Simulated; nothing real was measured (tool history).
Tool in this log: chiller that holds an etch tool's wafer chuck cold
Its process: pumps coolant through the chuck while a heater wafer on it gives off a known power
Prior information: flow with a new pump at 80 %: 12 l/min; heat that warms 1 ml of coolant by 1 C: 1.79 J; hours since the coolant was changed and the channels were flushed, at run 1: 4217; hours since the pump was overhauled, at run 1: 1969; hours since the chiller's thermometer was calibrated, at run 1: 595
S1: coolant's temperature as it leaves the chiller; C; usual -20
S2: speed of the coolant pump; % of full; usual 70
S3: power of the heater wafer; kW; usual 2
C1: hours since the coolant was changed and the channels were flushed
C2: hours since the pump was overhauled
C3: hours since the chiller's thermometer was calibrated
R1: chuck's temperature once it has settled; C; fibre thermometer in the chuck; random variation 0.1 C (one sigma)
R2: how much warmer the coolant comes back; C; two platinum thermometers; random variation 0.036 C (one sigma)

| run | hour | S1 | S2 | S3 | C1 | C2 | C3 | R1 | R2 |
|---|---|---|---|---|---|---|---|---|---|
| 1 | 0 | -20 | 70 | 2 | 4217 | 1969 | 595 | -3 | 6.73 |
| 2 | 46.7 | -20 | 70 | 2 | 4264 | 2016 | 641 | -3.2 | 6.71 |
| 3 | 84.5 | -20 | 70 | 2 | 4301 | 2054 | 679 | -3.1 | 6.69 |
| 4 | 141.5 | -20 | 70 | 1.376 | 4358 | 2111 | 736 | -8.3 | 4.62 |
| 5 | 198 | -20 | 70 | 1.246 | 4415 | 2167 | 793 | -9 | 4.22 |
| 6 | 228.6 | -20 | 70 | 1.246 | 4446 | 2198 | 823 | -9.3 | 4.14 |
| 7 | 266.3 | -20 | 70 | 1.246 | 4483 | 2236 | 861 | -9.4 | 4.15 |
| 8 | 296.6 | -20 | 70 | 2 | 4514 | 2266 | 891 | -2.8 | 6.77 |
| 9 | 330.1 | -20 | 70 | 1.271 | 4547 | 2299 | 925 | -8.9 | 4.23 |
| 10 | 366.7 | -20 | 70 | 1.271 | 4584 | 2336 | 962 | -9.1 | 4.3 |
| 11 | 404.7 | -20 | 70 | 1.271 | 4622 | 2374 | 1000 | -9 | 4.33 |
| 12 | 440.2 | -20 | 70 | 1.271 | 4657 | 2409 | 1035 | -8.9 | 4.29 |
| 13 | 500.1 | -20 | 70 | 1.271 | 4717 | 2469 | 1095 | -8.8 | 4.28 |
| 14 | 533.6 | -20 | 70 | 1.271 | 4751 | 2503 | 1128 | -8.8 | 4.37 |
| 15 | 565.8 | -20 | 70 | 1.271 | 4783 | 2535 | 1161 | -8.8 | 4.35 |
|  | 575 | coolant pump overhauled |
| 16 | 621.5 | -20 | 70 | 1.271 | 4834 | 47 | 1211 | -8.6 | 4.41 |
|  | 667.2 | coolant changed, channels flushed |
| 17 | 686.1 | -20 | 70 | 1.271 | 19 | 105 | 1270 | -10.5 | 4.41 |
| 18 | 728 | -20 | 70 | 1.271 | 61 | 147 | 1312 | -10.1 | 4.37 |
| 19 | 764.6 | -28 | 92 | 1.009 | 97 | 184 | 1348 | -21.9 | 2.56 |
| 20 | 823.8 | -28 | 92 | 1.009 | 157 | 243 | 1408 | -22.1 | 2.55 |
|  | 855.8 | coolant pump overhauled, once more |
| 21 | 863.7 | -17 | 70 | 2.597 | 192 | 8 | 1443 | 1.8 | 8.41 |
| 22 | 896.6 | -20 | 70 | 2.429 | 224 | 41 | 1475 | -2.8 | 7.85 |
| 23 | 936.2 | -20 | 70 | 2.429 | 264 | 80 | 1515 | -2.4 | 7.91 |
| 24 | 979.2 | -26 | 62 | 2.064 | 307 | 123 | 1558 | -9.1 | 7.69 |
| 25 | 1013.5 | -28 | 70 | 1.797 | 341 | 158 | 1592 | -15 | 5.85 |
| 26 | 1053 | -26 | 89 | 1.145 | 381 | 197 | 1632 | -19.4 | 2.83 |
| 27 | 1093.3 | -26 | 89 | 1.145 | 421 | 237 | 1672 | -19.3 | 2.89 |
| 28 | 1136.5 | -13 | 65 | 1.145 | 464 | 281 | 1715 | -3.9 | 3.99 |
| 29 | 1177.1 | -21 | 88 | 2.249 | 505 | 321 | 1756 | -7.8 | 5.66 |
| 30 | 1236.3 | -21 | 88 | 2.249 | 564 | 380 | 1815 | -7.7 | 5.62 |
| 31 | 1277.6 | -27 | 60 | 1.389 | 605 | 422 | 1856 | -15.1 | 5.38 |
| 32 | 1311 | -12 | 72 | 1.097 | 639 | 455 | 1890 | -3.9 | 3.48 |
| 33 | 1360.1 | -10 | 63 | 2.09 | 688 | 504 | 1939 | 7.2 | 7.69 |

What if the next run were any one of these 3? Each begins from the tool's condition after run 33:
| A | 1395.3 | -10 | 67 | 1.385 | 723 | 540 | 1974 | ? | ? |
| B | 1395.3 | -15 | 63 | 2.956 | 723 | 540 | 1974 | ? | ? |
| C | 1395.3 | -16 | 71 | 1.697 | 723 | 540 | 1974 | ? | ? |

| run | R1 | R2 |
|---|---|---|
| A | 0.9 | 4.78 |
| B | 9.3 | 10.94 |
| C | -3.5 | 5.52 |
With the hidden condition removed and each run's random variation left untouched, the same runs would have given:
| run | R1 | R2 |
|---|---|---|
| A | 0.3 | 4.73 |
| B | 8.2 | 10.82 |
| C | -4.2 | 5.46 |
